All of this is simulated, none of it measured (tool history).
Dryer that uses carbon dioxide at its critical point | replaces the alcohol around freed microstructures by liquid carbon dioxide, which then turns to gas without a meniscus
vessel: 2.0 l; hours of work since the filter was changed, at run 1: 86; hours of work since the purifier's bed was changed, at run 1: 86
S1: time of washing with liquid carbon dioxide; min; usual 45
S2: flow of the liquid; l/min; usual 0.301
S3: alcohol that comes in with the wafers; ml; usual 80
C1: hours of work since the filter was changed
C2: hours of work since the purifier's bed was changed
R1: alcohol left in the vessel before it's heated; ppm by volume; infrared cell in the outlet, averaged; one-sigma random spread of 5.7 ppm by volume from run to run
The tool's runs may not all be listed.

run   hour  S1     S2  S3   C1   C2    R1
  1      0  45  0.301  80   86   86   239
  2   16.1  45  0.301  80   92   92   241
  3   30.6  45  0.301  80   98   98   246
  4   38.8  45  0.301  82  101  101   254
  5   49.8  45  0.301  82  105  105   263
  6   61.2  45  0.301  80  109  109   262
  7   75.1  45  0.301  80  114  114   246
  8   91.7  45  0.365  80  120  120    96
  9    102  45  0.365  80  124  124   102
 10  108.9  45  0.365  80  127  127   113
 11    119  45  0.365  80  130  130   100
 12  126.2  45  0.365  80  133  133    94
 13  136.7  45  0.365  80  137  137   104
 14  146.8  45  0.365  80  140  140   104
 15  163.5  45  0.365  80  147  147   100
 16  174.6  45  0.365  80  151  151   111
 17  183.9  53  0.301  80  154  154   124
 18  193.6  45  0.191  80  158  158  1755
 19  206.2  45  0.191  80  162  162  1741
 20  223.2  45  0.191  80  169  169  1786
 21  239.9  45  0.301  80  175  175   303
 22    248  45  0.301  80  178  178   311
 23  265.2  63  0.359  91  184  184    29
 24  281.6  45  0.273  86  190  190   520
 25  293.7  45  0.301  32  195  195   143
 26  300.9  54   0.26  34  197  197   136
 27    311  54   0.26  34  201  201   134
 28  326.7  64  0.301  91  207  207    62
 29  340.6  64  0.301  91  212  212    64
 30  357.7  33  0.435  80  218  218   245
 31  371.5  33  0.435  80  223  223   245
 32  381.1  38  0.268  80  227  227  1115
 33  389.4  38  0.268  80  230  230  1106
 34    402  34  0.184  26  235  235  1476
 35  412.7  45  0.377  80  239  239   121
     415.9  -- inlet filter changed
 36  428.1  45  0.509  45    5  244    26
 37  436.7  45  0.509  45    8  247    31
 38  443.7  45  0.509  45   10  250    35
 39  452.1  41  0.224  49   13  253   699
 40  468.2  41  0.224  49   19  259   689
 41  481.8  45  0.222  43   24  264   452
 42  494.3  45  0.222  43   29  268   474
 43  502.5  45  0.301  80   32  271   217

Branching from run 43: 5 alternative next runs. What would each branch give?
  A   516  59  0.218  80  37  276   ?
  B   516  57  0.371  40  37  276   ?
  C   516  47  0.493  54  37  276   ?
  D   516  39  0.487  40  37  276   ?
  E   516  30  0.374  93  37  276   ?

run   R1
  A  305
  B   32
  C   41
  D   40
  E  601
The same runs, with their run-to-run variation unchanged, on a tool lacking any hidden condition would have given:
run   R1
  A  258
  B    6
  C   16
  D   14
  E  533
